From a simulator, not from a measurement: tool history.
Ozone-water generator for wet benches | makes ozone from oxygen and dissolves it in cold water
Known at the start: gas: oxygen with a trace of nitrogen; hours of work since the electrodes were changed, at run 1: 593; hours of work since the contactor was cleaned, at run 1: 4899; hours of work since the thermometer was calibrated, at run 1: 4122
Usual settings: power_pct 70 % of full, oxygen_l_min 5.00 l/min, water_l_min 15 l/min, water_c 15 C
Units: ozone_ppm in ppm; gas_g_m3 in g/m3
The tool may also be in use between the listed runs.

run   hour  power_pct  oxygen_l_min  water_l_min  water_c  hours of work since the electrodes were changed  hours of work since the contactor was cleaned  hours of work since the thermometer was calibrated  ozone_ppm  gas_g_m3
  1    0.0         70          5.00           15       15                                              593                                           4899                                                4122       19.1     169.7
  2   34.3         70          5.00           15       15                                              621                                           4926                                                4150       19.3     170.8
  3   62.2         70          7.70           15       15                                              643                                           4949                                                4172       18.9     136.9
  4   79.1         70          7.70           15       15                                              656                                           4962                                                4186       18.7     138.3
  5  107.0         70          7.70           15       15                                              679                                           4985                                                4208       19.0     137.0
  6  139.1         70          7.34           15       15                                              705                                           5010                                                4234       18.7     141.4
  7  166.8         70          7.34           15       15                                              727                                           5033                                                4256       18.7     140.0
  8  198.4         70          7.34           15       15                                              752                                           5058                                                4282       19.0     141.0
  9  222.0         70          5.00           15        8                                              771                                           5077                                                4301       21.1     169.2
 10  253.2         70          5.00           15       15                                              796                                           5102                                                4326       19.1     169.3
 11  285.0         70          5.00           15       20                                              822                                           5127                                                4351       17.4     170.5
 12  318.6         70          5.00           15       20                                              849                                           5154                                                4378       17.2     170.5
 13  347.1         70          2.86           15       15                                              872                                           5177                                                4401       17.8     223.8
 14  366.4         70          5.00           15       15                                              887                                           5193                                                4416       19.1     171.1
 15  394.7         70          5.00           15       15                                              910                                           5215                                                4439       19.1     170.1
 16  430.6         70          5.00           15       15                                              939                                           5244                                                4468       18.9     171.0
 17  465.8         70          5.24           10       15                                              967                                           5273                                                4496       25.2     166.3
     468.5  -- water thermometer calibrated
 18  493.3         78          4.64           12       14                                              988                                           5294                                                  20       24.0     185.6
 19  508.5         70          5.00           21       19                                             1001                                           5306                                                  32       13.3     170.5
 20  529.9         70          5.00           21       18                                             1018                                           5324                                                  49       13.6     170.2
 21  552.9         45          2.85           17       22                                             1036                                           5342                                                  68       11.6     177.9
 22  577.8         77          5.00           15       15                                             1056                                           5362                                                  88       19.7     176.1
     590.9  -- water thermometer calibrated, once more
 23  598.9         60          2.89           19       12                                             1073                                           5379                                                   6       13.7     205.2
 24  633.7         60          2.89           19        9                                             1101                                           5406                                                  34       14.0     203.0
 25  663.2         60          2.89           20       15                                             1124                                           5430                                                  58       12.7     203.6
 26  694.8         60          3.20           20       15                                             1150                                           5455                                                  83       13.1     194.9
 27  720.2         83          3.20           13       15                                             1170                                           5476                                                 104       22.3     228.2
 28  752.3         45          5.60           15       15                                             1196                                           5502                                                 130       15.1     127.5
 29  768.8         57          5.00           15       15                                             1209                                           5515                                                 143       17.0     152.3
 30  802.6         70          4.88           17       15                                             1236                                           5542                                                 170       17.0     170.7
 31  825.0         76          7.27           12       11                                             1254                                           5560                                                 188       24.2     146.9
 32  841.9         76          7.27           21       12                                             1268                                           5573                                                 201       15.9     145.9

Forecast each of these 3 alternatives for the next run:
  A  857.1         70          3.88           17       15                                             1280                                           5586                                                 214          ?         ?
  B  857.1         70          4.45           15       15                                             1280                                           5586                                                 214          ?         ?
  C  857.1         46          7.27           21       12                                             1280                                           5586                                                 214          ?         ?

run  ozone_ppm  gas_g_m3
  A       16.7     188.8
  B       18.7     177.8
  C       12.4     114.8
Without the tool's hidden state the same runs would have given:
run  ozone_ppm  gas_g_m3
  A       18.0     193.1
  B       20.2     182.0
  C       13.3     116.9

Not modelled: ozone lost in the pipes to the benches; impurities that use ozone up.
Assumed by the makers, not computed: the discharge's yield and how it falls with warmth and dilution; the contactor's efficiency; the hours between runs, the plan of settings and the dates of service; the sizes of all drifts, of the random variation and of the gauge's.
